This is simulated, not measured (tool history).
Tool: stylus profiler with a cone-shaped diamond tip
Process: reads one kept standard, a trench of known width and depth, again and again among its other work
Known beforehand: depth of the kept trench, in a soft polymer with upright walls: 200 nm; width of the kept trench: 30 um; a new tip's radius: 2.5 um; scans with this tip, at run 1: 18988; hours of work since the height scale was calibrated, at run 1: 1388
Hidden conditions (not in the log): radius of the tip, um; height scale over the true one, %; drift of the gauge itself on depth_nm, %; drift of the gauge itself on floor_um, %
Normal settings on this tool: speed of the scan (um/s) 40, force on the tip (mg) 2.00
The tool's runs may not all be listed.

run    hour  speed of the scan (um/s)  force on the tip (mg)  scans with this tip  hours of work since the height scale was calibrated  depth of the trench (angstrom)  width of the trench's floor (um)
  1     0.0                        40                   2.00                18988                                                 1388                          2008.8                             27.09
  2    57.5                        40                   2.00                19375                                                 1416                          2008.9                             27.04
  3   165.0                        40                   2.00                20097                                                 1469                          2008.8                             27.06
  4   243.4                        40                   2.00                20624                                                 1507                          2007.5                             27.07
  5   314.6                        40                   2.00                21103                                                 1542                          2008.0                             27.04
  6   389.0                        40                   2.00                21603                                                 1579                          2009.5                             26.98
  7   493.9                        40                   2.00                22308                                                 1630                          2008.9                             26.97
      607.8  -- height scale calibrated on a step standard
  8   607.8                        38                   1.26                23070                                                    0                          2014.0                             26.83
  9   662.2                        40                   1.49                23436                                                   27                          2016.7                             26.91
 10   787.6                       119                   2.10                24279                                                   88                          2020.3                             26.54
 11   889.9                       137                   2.42                24967                                                  139                          2022.9                             26.41
 12   964.1                        86                   1.11                25466                                                  175                          2014.4                             26.52
 13  1058.1                        47                   5.35                26097                                                  221                          2038.3                             26.88

Take each entry between the runs: how does the hidden state at the last listed run before it differ from the hidden state at the first listed run after it?
Between runs 7 and 8: height scale calibrated on a step standard (hour 607.8)
  radius of the tip, um: 5.1 -> 5.19; height scale over the true one, %: -0.668 -> -0.018
  measured minus no-state result, depth of the trench (angstrom): -13.5 -> -0.4; width of the trench's floor (um): -0.86 -> -0.89
